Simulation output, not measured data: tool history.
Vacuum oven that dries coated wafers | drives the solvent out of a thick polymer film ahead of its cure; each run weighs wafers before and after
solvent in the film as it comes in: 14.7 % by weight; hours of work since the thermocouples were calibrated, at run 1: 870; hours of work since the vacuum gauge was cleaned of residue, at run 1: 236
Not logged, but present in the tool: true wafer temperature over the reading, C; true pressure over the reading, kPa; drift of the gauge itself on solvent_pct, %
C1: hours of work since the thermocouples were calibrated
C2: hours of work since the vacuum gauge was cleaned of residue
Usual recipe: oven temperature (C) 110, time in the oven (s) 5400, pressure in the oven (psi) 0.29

{"run": 1, "hour": 0.0, "oven temperature (C)": 110, "time in the oven (s)": 5400, "pressure in the oven (psi)": 0.29, "C1": 870, "C2": 236, "solvent left in the film (%)": 2.9}
{"run": 2, "hour": 9.2, "oven temperature (C)": 115, "time in the oven (s)": 5400, "pressure in the oven (psi)": 0.29, "C1": 876, "C2": 243, "solvent left in the film (%)": 2.19}
{"run": 3, "hour": 22.2, "oven temperature (C)": 115, "time in the oven (s)": 5400, "pressure in the oven (psi)": 0.29, "C1": 886, "C2": 252, "solvent left in the film (%)": 2.15}
{"run": 4, "hour": 37.2, "oven temperature (C)": 115, "time in the oven (s)": 5400, "pressure in the oven (psi)": 0.29, "C1": 896, "C2": 262, "solvent left in the film (%)": 2.17}
{"run": 5, "hour": 52.3, "oven temperature (C)": 110, "time in the oven (s)": 5400, "pressure in the oven (psi)": 0.29, "C1": 907, "C2": 273, "solvent left in the film (%)": 2.89}
{"run": 6, "hour": 60.1, "oven temperature (C)": 110, "time in the oven (s)": 5400, "pressure in the oven (psi)": 0.29, "C1": 912, "C2": 278, "solvent left in the film (%)": 2.89}
{"run": 7, "hour": 68.3, "oven temperature (C)": 110, "time in the oven (s)": 5400, "pressure in the oven (psi)": 0.241, "C1": 918, "C2": 284, "solvent left in the film (%)": 2.64}
{"run": 8, "hour": 76.5, "oven temperature (C)": 110, "time in the oven (s)": 5400, "pressure in the oven (psi)": 0.241, "C1": 924, "C2": 290, "solvent left in the film (%)": 2.59}
{"hour": 78.9, "done": "vacuum gauge cleaned of residue and calibrated"}
{"run": 9, "hour": 92.9, "oven temperature (C)": 102, "time in the oven (s)": 5400, "pressure in the oven (psi)": 0.29, "C1": 934, "C2": 10, "solvent left in the film (%)": 4.41}
{"run": 10, "hour": 106.3, "oven temperature (C)": 102, "time in the oven (s)": 5400, "pressure in the oven (psi)": 0.29, "C1": 943, "C2": 19, "solvent left in the film (%)": 4.39}
{"run": 11, "hour": 116.7, "oven temperature (C)": 102, "time in the oven (s)": 5400, "pressure in the oven (psi)": 0.29, "C1": 951, "C2": 27, "solvent left in the film (%)": 4.46}
{"run": 12, "hour": 123.5, "oven temperature (C)": 102, "time in the oven (s)": 5400, "pressure in the oven (psi)": 0.29, "C1": 956, "C2": 31, "solvent left in the film (%)": 4.33}
{"hour": 130.0, "done": "vacuum gauge cleaned of residue and calibrated, once more"}
{"run": 13, "hour": 139.7, "oven temperature (C)": 102, "time in the oven (s)": 5400, "pressure in the oven (psi)": 0.29, "C1": 966, "C2": 7, "solvent left in the film (%)": 4.41}
{"run": 14, "hour": 149.8, "oven temperature (C)": 102, "time in the oven (s)": 5400, "pressure in the oven (psi)": 0.29, "C1": 973, "C2": 14, "solvent left in the film (%)": 4.4}
{"run": 15, "hour": 163.3, "oven temperature (C)": 110, "time in the oven (s)": 4020, "pressure in the oven (psi)": 0.39, "C1": 982, "C2": 23, "solvent left in the film (%)": 4.2}
{"run": 16, "hour": 176.6, "oven temperature (C)": 97, "time in the oven (s)": 5400, "pressure in the oven (psi)": 0.29, "C1": 992, "C2": 33, "solvent left in the film (%)": 5.41}
{"run": 17, "hour": 185.5, "oven temperature (C)": 124, "time in the oven (s)": 5940, "pressure in the oven (psi)": 0.149, "C1": 998, "C2": 39, "solvent left in the film (%)": 0.75}
{"run": 18, "hour": 197.5, "oven temperature (C)": 123, "time in the oven (s)": 6420, "pressure in the oven (psi)": 0.149, "C1": 1006, "C2": 47, "solvent left in the film (%)": 0.69}
{"run": 19, "hour": 205.0, "oven temperature (C)": 123, "time in the oven (s)": 6420, "pressure in the oven (psi)": 0.149, "C1": 1012, "C2": 53, "solvent left in the film (%)": 0.72}
{"run": 20, "hour": 217.0, "oven temperature (C)": 123, "time in the oven (s)": 6420, "pressure in the oven (psi)": 0.149, "C1": 1020, "C2": 61, "solvent left in the film (%)": 0.74}
{"run": 21, "hour": 223.2, "oven temperature (C)": 110, "time in the oven (s)": 3540, "pressure in the oven (psi)": 0.599, "C1": 1024, "C2": 65, "solvent left in the film (%)": 5.56}
{"run": 22, "hour": 231.3, "oven temperature (C)": 121, "time in the oven (s)": 5280, "pressure in the oven (psi)": 0.145, "C1": 1030, "C2": 71, "solvent left in the film (%)": 1.08}
{"run": 23, "hour": 241.5, "oven temperature (C)": 112, "time in the oven (s)": 3000, "pressure in the oven (psi)": 0.998, "C1": 1037, "C2": 78, "solvent left in the film (%)": 7.4}
{"run": 24, "hour": 256.5, "oven temperature (C)": 112, "time in the oven (s)": 3000, "pressure in the oven (psi)": 0.998, "C1": 1048, "C2": 89, "solvent left in the film (%)": 7.45}
{"run": 25, "hour": 264.2, "oven temperature (C)": 112, "time in the oven (s)": 3000, "pressure in the oven (psi)": 0.998, "C1": 1053, "C2": 94, "solvent left in the film (%)": 7.33}
{"run": 26, "hour": 276.8, "oven temperature (C)": 112, "time in the oven (s)": 3000, "pressure in the oven (psi)": 0.998, "C1": 1062, "C2": 103, "solvent left in the film (%)": 7.36}
{"run": 27, "hour": 288.6, "oven temperature (C)": 113, "time in the oven (s)": 6600, "pressure in the oven (psi)": 0.583, "C1": 1070, "C2": 111, "solvent left in the film (%)": 3.54}
{"run": 28, "hour": 302.3, "oven temperature (C)": 104, "time in the oven (s)": 4920, "pressure in the oven (psi)": 0.29, "C1": 1080, "C2": 121, "solvent left in the film (%)": 4.25}

Branching from run 28: 5 alternative next runs. What would each branch give?
{"run": "A", "hour": 314.8, "oven temperature (C)": 120, "time in the oven (s)": 3060, "pressure in the oven (psi)": 0.287, "C1": 1088, "C2": 129, "solvent left in the film (%)": "?"}
{"run": "B", "hour": 314.8, "oven temperature (C)": 110, "time in the oven (s)": 4920, "pressure in the oven (psi)": 0.29, "C1": 1088, "C2": 129, "solvent left in the film (%)": "?"}
{"run": "C", "hour": 314.8, "oven temperature (C)": 111, "time in the oven (s)": 7140, "pressure in the oven (psi)": 0.318, "C1": 1088, "C2": 129, "solvent left in the film (%)": "?"}
{"run": "D", "hour": 314.8, "oven temperature (C)": 111, "time in the oven (s)": 2760, "pressure in the oven (psi)": 0.29, "C1": 1088, "C2": 129, "solvent left in the film (%)": "?"}
{"run": "E", "hour": 314.8, "oven temperature (C)": 124, "time in the oven (s)": 4980, "pressure in the oven (psi)": 0.29, "C1": 1088, "C2": 129, "solvent left in the film (%)": "?"}

run=A solvent_left_in_the_film_(%)=2.97
run=B solvent_left_in_the_film_(%)=3.17
run=C solvent_left_in_the_film_(%)=2.31
run=D solvent_left_in_the_film_(%)=4.95
run=E solvent_left_in_the_film_(%)=1.4
The same runs, with their run-to-run variation unchanged, on a tool lacking any hidden condition would have given:
run=A solvent_left_in_the_film_(%)=3.04
run=B solvent_left_in_the_film_(%)=3.24
run=C solvent_left_in_the_film_(%)=2.35
run=D solvent_left_in_the_film_(%)=5.04
run=E solvent_left_in_the_film_(%)=1.43
